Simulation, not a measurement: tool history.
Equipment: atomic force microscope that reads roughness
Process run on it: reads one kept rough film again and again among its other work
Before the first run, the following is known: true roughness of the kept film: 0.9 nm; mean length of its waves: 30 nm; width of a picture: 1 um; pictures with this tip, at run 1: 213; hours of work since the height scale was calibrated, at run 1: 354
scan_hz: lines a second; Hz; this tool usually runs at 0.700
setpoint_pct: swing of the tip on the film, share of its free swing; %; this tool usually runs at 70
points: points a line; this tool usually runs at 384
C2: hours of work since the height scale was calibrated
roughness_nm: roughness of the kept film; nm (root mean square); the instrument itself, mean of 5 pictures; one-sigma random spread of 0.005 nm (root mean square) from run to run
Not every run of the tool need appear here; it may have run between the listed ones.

run 1 hour=0.0 | scan_hz=0.700 setpoint_pct=70 points=384 | pictures_with_this_tip=213 C2=354 | roughness_nm=0.836
run 2 hour=10.7 | scan_hz=0.700 setpoint_pct=70 points=384 | pictures_with_this_tip=236 C2=361 | roughness_nm=0.838
run 3 hour=19.2 | scan_hz=0.700 setpoint_pct=71 points=384 | pictures_with_this_tip=255 C2=366 | roughness_nm=0.829
-- hour=32.5 new tip fitted
run 4 hour=34.2 | scan_hz=1.426 setpoint_pct=70 points=384 | pictures_with_this_tip=4 C2=376 | roughness_nm=0.807
run 5 hour=41.5 | scan_hz=1.426 setpoint_pct=70 points=384 | pictures_with_this_tip=20 C2=381 | roughness_nm=0.802
run 6 hour=54.1 | scan_hz=0.700 setpoint_pct=87 points=384 | pictures_with_this_tip=47 C2=389 | roughness_nm=0.794
run 7 hour=63.8 | scan_hz=0.700 setpoint_pct=70 points=384 | pictures_with_this_tip=69 C2=396 | roughness_nm=0.832
run 8 hour=72.0 | scan_hz=0.700 setpoint_pct=62 points=384 | pictures_with_this_tip=87 C2=401 | roughness_nm=0.838
run 9 hour=86.3 | scan_hz=0.700 setpoint_pct=62 points=384 | pictures_with_this_tip=118 C2=411 | roughness_nm=0.853
run 10 hour=96.6 | scan_hz=2.303 setpoint_pct=77 points=384 | pictures_with_this_tip=141 C2=417 | roughness_nm=0.737
run 11 hour=104.7 | scan_hz=0.879 setpoint_pct=73 points=384 | pictures_with_this_tip=159 C2=423 | roughness_nm=0.817
run 12 hour=115.7 | scan_hz=0.910 setpoint_pct=65 points=384 | pictures_with_this_tip=183 C2=430 | roughness_nm=0.831
run 13 hour=129.7 | scan_hz=0.910 setpoint_pct=65 points=384 | pictures_with_this_tip=214 C2=439 | roughness_nm=0.848
run 14 hour=143.8 | scan_hz=0.910 setpoint_pct=70 points=384 | pictures_with_this_tip=245 C2=449 | roughness_nm=0.825
run 15 hour=154.3 | scan_hz=3.368 setpoint_pct=64 points=291 | pictures_with_this_tip=268 C2=456 | roughness_nm=0.760
-- hour=161.9 new tip fitted
run 16 hour=164.7 | scan_hz=0.826 setpoint_pct=58 points=270 | pictures_with_this_tip=6 C2=462 | roughness_nm=0.850
run 17 hour=172.7 | scan_hz=1.434 setpoint_pct=69 points=425 | pictures_with_this_tip=24 C2=467 | roughness_nm=0.809

What if the next run were any one of these 3? Each begins from the tool's condition after run 17:
run A hour=181.8 | scan_hz=2.400 setpoint_pct=70 points=783 | pictures_with_this_tip=44 C2=473 | roughness_nm=?
run B hour=181.8 | scan_hz=2.131 setpoint_pct=76 points=384 | pictures_with_this_tip=44 C2=473 | roughness_nm=?
run C hour=181.8 | scan_hz=1.096 setpoint_pct=66 points=384 | pictures_with_this_tip=44 C2=473 | roughness_nm=?

run=A roughness_nm=0.773
run=B roughness_nm=0.745
run=C roughness_nm=0.833
What these runs would have given with no unlogged condition in the tool:
run=A roughness_nm=0.773
run=B roughness_nm=0.745
run=C roughness_nm=0.833

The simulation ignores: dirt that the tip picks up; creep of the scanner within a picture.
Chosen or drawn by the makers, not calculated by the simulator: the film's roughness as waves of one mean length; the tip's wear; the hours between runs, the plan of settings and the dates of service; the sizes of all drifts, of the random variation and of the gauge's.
